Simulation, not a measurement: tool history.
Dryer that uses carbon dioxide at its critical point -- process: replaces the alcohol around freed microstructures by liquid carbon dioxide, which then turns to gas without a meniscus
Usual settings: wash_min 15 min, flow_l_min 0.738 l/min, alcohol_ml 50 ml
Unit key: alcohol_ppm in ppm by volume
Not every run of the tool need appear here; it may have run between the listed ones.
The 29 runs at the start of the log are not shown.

run,hour,wash_min,flow_l_min,alcohol_ml,hours of work since the filter was changed,hours of work since the purifier's bed was changed,alcohol_ppm
30,1015.2,16,0.589,50,137,351,816
31,1057.3,17,0.589,25,161,374,442
32,1098.6,15,0.447,110,184,397,5014
# hour 1120.1: inlet filter changed
33,1120.1,15,0.447,110,0,409,3452
34,1140.3,15,0.648,50,11,420,591
35,1186.1,21,0.648,106,37,446,379
36,1232.8,11,0.738,26,63,472,687
37,1265.9,22,0.665,94,82,490,359
38,1304.9,13,0.817,25,103,512,384
39,1340.9,15,1.032,50,123,532,290
40,1385.1,10,0.617,50,148,557,2649
41,1427.3,10,0.695,50,172,581,2150
# hour 1471.3: inlet filter changed
42,1475.1,10,0.738,49,2,607,1291
43,1522.3,15,1.032,50,29,633,303
44,1554.4,15,0.747,48,46,651,502
45,1590.9,11,0.663,64,67,672,1923

Alternative continuations, all from the tool just after run 45; predict every row:
A,1638,19,0.663,21,93,698,?
B,1638,11,0.738,90,93,698,?
C,1638,11,0.526,111,93,698,?
D,1638,18,0.663,64,93,698,?

run,alcohol_ppm
A,370
B,2109
C,5867
D,568
The same runs, with their run-to-run variation unchanged, on a tool lacking any hidden condition would have given:
run,alcohol_ppm
A,55
B,1393
C,4626
D,197
